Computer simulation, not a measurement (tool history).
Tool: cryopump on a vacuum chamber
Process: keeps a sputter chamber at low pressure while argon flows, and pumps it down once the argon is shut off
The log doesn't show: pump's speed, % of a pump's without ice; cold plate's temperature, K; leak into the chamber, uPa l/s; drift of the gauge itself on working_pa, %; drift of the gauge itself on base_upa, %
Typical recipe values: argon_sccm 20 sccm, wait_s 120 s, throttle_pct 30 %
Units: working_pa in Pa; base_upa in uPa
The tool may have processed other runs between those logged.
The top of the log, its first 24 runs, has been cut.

run	hour	argon_sccm	wait_s	throttle_pct	hours of work since the pump was warmed up and emptied	hours of work since the cold head was overhauled	hours of work since the chamber's fittings were tightened	working_pa	base_upa
25	494.1	8	67	30	766	766	2523	0.0494	3.86
26	508.2	8	67	30	778	778	2535	0.0502	4.06
27	525.7	26	43	30	792	792	2549	0.1629	4.96
28	539.1	25	120	34	803	803	2560	0.1394	3.23
29	551.6	25	32	34	814	814	2571	0.1399	6.05
30	570.2	25	60	16	829	829	2586	0.2813	4.31
31	589.0	12	120	30	845	845	2602	0.0762	3.31
32	614.0	32	120	30	866	866	2623	0.2017	3.33
33	636.5	32	120	30	884	884	2642	0.2026	3.29
34	665.8	32	120	30	909	909	2666	0.2036	3.37

Predict each of these 3 candidate next runs independently; none follows another, all start after run 34:
A	680.5	36	53	60	921	921	2678	?	?
B	680.5	11	120	30	921	921	2678	?	?
C	680.5	25	120	30	921	921	2678	?	?

run	working_pa	base_upa
A	0.1284	4.71
B	0.0713	3.46
C	0.1590	3.40
What these runs would have given with no unlogged condition in the tool:
run	working_pa	base_upa
A	0.1006	2.69
B	0.0628	1.40
C	0.1397	1.37
